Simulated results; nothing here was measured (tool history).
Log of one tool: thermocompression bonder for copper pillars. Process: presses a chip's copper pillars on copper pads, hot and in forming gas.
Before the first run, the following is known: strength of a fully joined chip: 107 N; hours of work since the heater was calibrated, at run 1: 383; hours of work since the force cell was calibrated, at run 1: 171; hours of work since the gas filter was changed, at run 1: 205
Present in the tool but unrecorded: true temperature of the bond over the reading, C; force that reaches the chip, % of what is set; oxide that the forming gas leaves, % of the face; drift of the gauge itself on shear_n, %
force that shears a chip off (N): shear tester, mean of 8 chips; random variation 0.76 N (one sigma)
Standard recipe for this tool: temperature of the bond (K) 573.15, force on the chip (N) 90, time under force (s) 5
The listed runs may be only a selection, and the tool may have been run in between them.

run   hour  temperature of the bond (K)  force on the chip (N)  time under force (s)  hours of work since the heater was calibrated  hours of work since the force cell was calibrated  hours of work since the gas filter was changed  force that shears a chip off (N)
  1    0.0                       573.15                     90                     5                                            383                                                171                                             205                              56.1
  2   44.4                       573.15                     90                     5                                            413                                                202                                             236                              57.1
  3   91.8                       573.15                     90                     5                                            447                                                235                                             269                              58.5
  4  137.4                       573.15                     90                     5                                            478                                                267                                             301                              58.7
  5  176.1                       573.15                     90                     5                                            505                                                294                                             328                              55.9
  6  210.7                       573.15                     76                     5                                            529                                                318                                             352                              48.7
  7  231.7                       573.15                     76                     5                                            544                                                332                                             366                              47.7
  8  257.7                       573.15                     69                     5                                            562                                                350                                             385                              43.6
     277.3  -- forming gas filter changed
  9  284.2                       573.15                     69                     5                                            580                                                369                                               5                              43.8
 10  313.1                       573.15                     90                    10                                            601                                                389                                              25                              70.1
 11  338.0                       573.15                     90                    10                                            618                                                406                                              42                              71.0
 12  382.6                       573.15                     90                     5                                            649                                                437                                              73                              56.6
 13  413.9                       573.15                     90                     5                                            671                                                459                                              95                              57.0
 14  436.9                       573.15                     90                     5                                            687                                                475                                             111                              57.8
     451.3  -- heater calibrated with a thermocouple chip
 15  459.0                       573.15                     90                     5                                              5                                                489                                             125                              57.4
 16  495.9                       573.15                     90                     5                                             31                                                515                                             151                              58.2
 17  535.7                       566.15                     90                     5                                             59                                                543                                             179                              52.1
 18  582.0                       566.15                     90                     5                                             91                                                575                                             211                              52.2
 19  610.4                       566.15                     90                     5                                            111                                                595                                             231                              52.6
 20  639.4                       566.15                     90                     5                                            131                                                615                                             251                              52.5
 21  677.5                       566.15                     90                     5                                            158                                                641                                             278                              53.0
 22  699.7                       573.15                    120                     3                                            173                                                657                                             293                              61.2
 23  739.3                       559.15                    104                     7                                            201                                                685                                             321                              60.6
 24  763.7                       567.15                     91                     5                                            218                                                702                                             338                              53.2
 25  791.1                       567.15                     91                     5                                            237                                                721                                             357                              52.9
 26  810.9                       567.15                    115                     5                                            251                                                734                                             371                              65.2
     849.8  -- forming gas filter changed
 27  849.8                       567.15                    115                     3                                            278                                                761                                               0                              56.7
 28  881.6                       589.15                     90                    10                                            300                                                783                                              22                              81.8
 29  922.3                       589.15                     90                    10                                            328                                                812                                              51                              81.6
 30  951.5                       589.15                     90                    10                                            349                                                832                                              71                              80.9

What will run 31 give?
 31  975.7                       589.15                     60                    11                                            365                                                849                                              88                                 ?

Run 31 gave force that shears a chip off (N) 62.7.
If the tool had no hidden condition, the same run with the same run-to-run variation would have returned force that shears a chip off (N) 62.9.
